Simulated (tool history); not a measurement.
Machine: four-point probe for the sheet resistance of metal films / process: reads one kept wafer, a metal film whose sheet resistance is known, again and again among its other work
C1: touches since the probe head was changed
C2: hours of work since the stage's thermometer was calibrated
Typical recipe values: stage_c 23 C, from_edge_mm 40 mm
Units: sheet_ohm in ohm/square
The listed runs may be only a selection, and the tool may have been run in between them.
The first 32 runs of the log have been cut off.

Run 33, day 50.762: usual settings but stage_c 19 C, from_edge_mm 50 mm; C1 90142; C2 1336. Result: sheet_ohm 0.656549 ohm/square.
Run 34, day 52.608: usual settings but stage_c 19 C, from_edge_mm 50 mm; C1 92090; C2 1359. Result: sheet_ohm 0.656521 ohm/square.
Run 35, day 53.692: usual settings but stage_c 19 C, from_edge_mm 50 mm; C1 93231; C2 1372. Result: sheet_ohm 0.656913 ohm/square.
Run 36, day 54.95: usual settings but stage_c 27 C; C1 94559; C2 1388. Result: sheet_ohm 0.655696 ohm/square.
Run 37, day 56.021: usual settings but stage_c 34 C, from_edge_mm 75 mm; C1 95691; C2 1401. Result: sheet_ohm 0.654768 ohm/square.
Run 38, day 57.767: usual settings but from_edge_mm 36 mm; C1 97532; C2 1423. Result: sheet_ohm 0.656379 ohm/square.
Run 39, day 59.962: usual settings but stage_c 19 C, from_edge_mm 11 mm; C1 99848; C2 1450. Result: sheet_ohm 0.657434 ohm/square.
Run 40, day 61.838: usual settings but stage_c 35 C, from_edge_mm 27 mm; C1 101826; C2 1474. Result: sheet_ohm 0.654759 ohm/square.
Run 41, day 64.092: usual settings but from_edge_mm 27 mm; C1 104206; C2 1502. Result: sheet_ohm 0.656371 ohm/square.
Run 42, day 65.017: usual settings but stage_c 32 C, from_edge_mm 54 mm; C1 105183; C2 1513. Result: sheet_ohm 0.655149 ohm/square.
Run 43, day 67.15: usual settings but from_edge_mm 7 mm; C1 107434; C2 1540. Result: sheet_ohm 0.65786 ohm/square.
Run 44, day 69.025: usual settings but stage_c 20 C, from_edge_mm 5 mm; C1 109413; C2 1563. Result: sheet_ohm 0.660202 ohm/square.
Run 45, day 70.054: usual settings but stage_c 22 C; C1 110497; C2 1576. Result: sheet_ohm 0.656495 ohm/square.

Below are 3 alternative next runs, each starting from the tool's condition after run 45. Predict each:
Run A, day 71.35: usual settings but from_edge_mm 6 mm; C1 111866; C2 1592. Result: sheet_ohm ?.
Run B, day 71.35: usual settings but stage_c 32 C, from_edge_mm 37 mm; C1 111866; C2 1592. Result: sheet_ohm ?.
Run C, day 71.35: usual settings but stage_c 22 C, from_edge_mm 3 mm; C1 111866; C2 1592. Result: sheet_ohm ?.

run  sheet_ohm
  A   0.658597
  B   0.655011
  C   0.666093
Had the tool no hidden state, the same runs would have come out as:
run  sheet_ohm
  A   0.658527
  B   0.654941
  C   0.666022

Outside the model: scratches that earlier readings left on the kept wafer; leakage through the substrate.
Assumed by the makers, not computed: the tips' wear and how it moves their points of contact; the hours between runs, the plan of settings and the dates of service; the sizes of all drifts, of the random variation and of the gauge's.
